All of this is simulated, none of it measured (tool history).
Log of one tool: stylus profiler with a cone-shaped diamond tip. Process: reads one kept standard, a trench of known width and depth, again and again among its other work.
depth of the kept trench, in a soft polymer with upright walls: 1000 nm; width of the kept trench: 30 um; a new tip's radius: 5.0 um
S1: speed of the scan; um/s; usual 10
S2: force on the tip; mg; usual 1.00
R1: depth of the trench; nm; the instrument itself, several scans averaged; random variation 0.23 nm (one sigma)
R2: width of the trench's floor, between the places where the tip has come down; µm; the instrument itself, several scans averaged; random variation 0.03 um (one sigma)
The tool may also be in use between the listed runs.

run 1 hour=0.0 | S1=10 S2=1.00 | R1=1003.28 R2=20.25
run 2 hour=81.1 | S1=40 S2=1.00 | R1=1003.13 R2=19.80
run 3 hour=177.1 | S1=40 S2=1.00 | R1=1002.70 R2=19.59
-- hour=279.6 new tip fitted, height scale calibrated
run 4 hour=296.5 | S1=40 S2=1.00 | R1=1008.65 R2=23.42
run 5 hour=409.0 | S1=40 S2=1.00 | R1=1008.36 R2=23.05
run 6 hour=495.9 | S1=40 S2=1.00 | R1=1007.86 R2=22.85
run 7 hour=573.0 | S1=40 S2=1.00 | R1=1007.57 R2=22.59
run 8 hour=655.0 | S1=40 S2=1.00 | R1=1007.32 R2=22.42
run 9 hour=718.3 | S1=40 S2=1.49 | R1=1009.79 R2=22.31
run 10 hour=826.3 | S1=40 S2=1.49 | R1=1009.48 R2=22.05
run 11 hour=887.6 | S1=40 S2=1.49 | R1=1008.99 R2=21.92
run 12 hour=950.5 | S1=40 S2=1.49 | R1=1009.08 R2=21.82
run 13 hour=1068.9 | S1=40 S2=1.49 | R1=1008.67 R2=21.47
run 14 hour=1123.9 | S1=40 S2=1.49 | R1=1008.86 R2=21.42
run 15 hour=1191.6 | S1=4 S2=1.42 | R1=1007.82 R2=21.46
run 16 hour=1278.9 | S1=16 S2=0.37 | R1=1001.84 R2=21.07
run 17 hour=1353.7 | S1=4 S2=0.36 | R1=1001.26 R2=21.08
run 18 hour=1412.8 | S1=4 S2=0.36 | R1=1001.27 R2=20.98
run 19 hour=1502.2 | S1=4 S2=0.36 | R1=1000.95 R2=20.80
run 20 hour=1593.4 | S1=4 S2=0.36 | R1=1000.79 R2=20.65
run 21 hour=1707.3 | S1=4 S2=0.36 | R1=1000.57 R2=20.39
run 22 hour=1790.1 | S1=4 S2=0.36 | R1=1000.44 R2=20.18
run 23 hour=1902.0 | S1=4 S2=0.36 | R1=999.67 R2=20.03
run 24 hour=1955.1 | S1=4 S2=0.36 | R1=999.88 R2=19.90

Hidden state or all else? Some run-to-run changes of R1, split into what the settings, what came in and random variation would give without the hidden state, and what is left for the hidden state (with any gauge scatter that isn't in both results):
The hidden state here: radius of the tip, um; height scale over the true one, %; drift of the gauge itself on depth_nm, %; drift of the gauge itself on floor_um, %.
Run 3 -> 4: new tip fitted, height scale calibrated. R1 +5.95 nm: hidden state +5.90, all else +0.05.
Run 15 -> 16: S1 4 -> 16, S2 1.42 -> 0.37. R1 -5.98 nm: hidden state -0.23, all else -5.75.
Run 20 -> 21: no setting changed, nothing entered. R1 -0.22 nm: hidden state -0.37, all else +0.15.
